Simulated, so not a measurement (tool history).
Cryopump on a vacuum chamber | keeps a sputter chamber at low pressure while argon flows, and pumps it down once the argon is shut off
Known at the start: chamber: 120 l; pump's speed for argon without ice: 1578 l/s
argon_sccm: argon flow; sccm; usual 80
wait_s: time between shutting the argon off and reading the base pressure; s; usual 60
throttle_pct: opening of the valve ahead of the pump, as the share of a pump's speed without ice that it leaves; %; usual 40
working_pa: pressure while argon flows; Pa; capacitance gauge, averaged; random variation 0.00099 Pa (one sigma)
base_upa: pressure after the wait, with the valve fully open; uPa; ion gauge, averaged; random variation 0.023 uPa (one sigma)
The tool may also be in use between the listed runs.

run   hour  argon_sccm  wait_s  throttle_pct  working_pa  base_upa
  1    0.0          80      60            40      0.2203      1.69
  2   43.3          80      60            40      0.2221      1.78
  3  103.8          80      60            48      0.1864      1.82
  4  144.8          80      46            40      0.2240      1.98
  5  204.2          80      46            40      0.2248      2.02
  6  257.9          38      77            28      0.1500      1.76
  7  321.8          88      77            55      0.1875      1.73
  8  360.9          46     258            40      0.1323      1.42
     368.9  -- leaking fittings of the chamber tightened, without venting
  9  415.3         116     100            17      0.7622      0.63
 10  443.2          89      61            19      0.5263      0.87

Forecast each of these 3 alternatives for the next run:
  A  477.6          80      60            25           ?         ?
  B  477.6          99      61            19           ?         ?
  C  477.6         124      34            52           ?         ?

run  working_pa  base_upa
  A      0.3639      0.92
  B      0.5797      0.87
  C      0.2880      1.33
Without the tool's hidden state the same runs would have given:
run  working_pa  base_upa
  A      0.3439      0.83
  B      0.5552      0.79
  C      0.2569      1.24
